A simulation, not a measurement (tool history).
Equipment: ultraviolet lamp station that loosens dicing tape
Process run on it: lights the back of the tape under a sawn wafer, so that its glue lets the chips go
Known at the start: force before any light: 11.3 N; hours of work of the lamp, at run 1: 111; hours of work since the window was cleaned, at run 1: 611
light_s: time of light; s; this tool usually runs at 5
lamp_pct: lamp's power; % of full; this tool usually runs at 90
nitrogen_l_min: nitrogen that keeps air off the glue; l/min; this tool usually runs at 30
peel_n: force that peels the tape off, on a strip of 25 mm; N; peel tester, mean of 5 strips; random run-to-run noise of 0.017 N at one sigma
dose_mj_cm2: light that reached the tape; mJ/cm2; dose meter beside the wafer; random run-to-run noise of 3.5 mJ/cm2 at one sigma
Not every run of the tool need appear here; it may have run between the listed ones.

run,hour,light_s,lamp_pct,nitrogen_l_min,hours of work of the lamp,hours of work since the window was cleaned,peel_n,dose_mj_cm2
1,0,5,90,30,111,611,1.138,479
2,19.4,5,90,30,120,620,1.151,483
# hour 29.7: window cleaned of glue's vapour
3,40.8,5,90,30,130,5,0.883,550
4,57.4,5,90,30,138,13,0.892,537
5,77.2,5,90,30,147,22,0.918,548
6,99,5,90,30,157,32,0.896,540
7,122.3,5,90,30,168,43,0.981,536
8,142.1,5,90,20,177,52,1.1,535
9,162.5,5,90,30,186,61,0.908,534
10,184.1,5,90,30,196,71,0.938,538
11,198.1,5,90,10,203,78,1.552,527
12,210.7,5,90,46,208,84,0.858,533
13,229.4,8,90,46,217,92,0.337,839
14,251.6,5,90,30,227,102,1.02,524
15,265.2,5,90,30,234,109,0.994,520
16,284.2,5,90,30,242,117,0.993,523

Run 17 is up next; what results do you expect?
17,303.1,5,85,30,251,126,?,?

Run 17 produced peel_n 1.173 N, dose_mj_cm2 495 mJ/cm2.
Had the tool carried no hidden state, the very same run would have given peel_n 0.956 N, dose_mj_cm2 547 mJ/cm2.

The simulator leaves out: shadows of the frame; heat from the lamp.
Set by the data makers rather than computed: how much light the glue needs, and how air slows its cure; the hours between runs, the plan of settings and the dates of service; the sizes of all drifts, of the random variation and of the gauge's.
